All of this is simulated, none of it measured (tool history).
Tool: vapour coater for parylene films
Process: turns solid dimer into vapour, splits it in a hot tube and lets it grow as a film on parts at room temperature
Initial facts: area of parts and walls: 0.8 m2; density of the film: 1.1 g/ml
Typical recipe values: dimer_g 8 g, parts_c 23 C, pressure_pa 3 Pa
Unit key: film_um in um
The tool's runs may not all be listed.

run	hour	dimer_g	parts_c	pressure_pa	film_um
1	0	8	23	3	6
2	21.9	8	23	2.84	5.96
3	36.9	8	23	2.84	6.05
4	53.8	8	23	2.84	6.03
5	75.6	8	32	3	3.91
6	98.2	8	19	3	7.36
7	119.7	8	23	3	5.96
8	130	8	23	3	6.03
9	150.4	8	23	3	5.97
10	169.8	8	23	3	5.96
11	184.5	8	23	3	6.05
12	203.9	8	23	3	5.97
13	226.4	8	23	3	6.08
14	245	8	23	3	6.02
15	263.9	8	23	3	5.93
16	276.3	8	23	3	6.11
17	294.9	8	23	3	5.95
18	306.6	4	16	2.85	4.24
19	328.6	8	23	8.73	4.89
20	344.6	8	23	8.73	4.9
21	361.4	7	23	2.1	5.53
22	375	6	23	2.19	4.74
23	387.2	6	23	2.19	4.7
24	404.1	6	23	2.19	4.81
25	415.4	7	18	2.77	6.84
26	438	7	18	2.77	6.79
27	451.1	11	20	2.56	9.81
28	468.5	9	23	4.28	6.18

Here are 3 independent what-if runs from the current tool condition. What would each one return?
A	486.9	6	31	3	?
B	486.9	9	25	4.72	?
C	486.9	4	23	9.04	?

run	film_um
A	2.98
B	5.7
C	2.39
Stripped of hidden state, with their random variation kept, the same runs would have yielded:
run	film_um
A	2.99
B	5.72
C	2.4

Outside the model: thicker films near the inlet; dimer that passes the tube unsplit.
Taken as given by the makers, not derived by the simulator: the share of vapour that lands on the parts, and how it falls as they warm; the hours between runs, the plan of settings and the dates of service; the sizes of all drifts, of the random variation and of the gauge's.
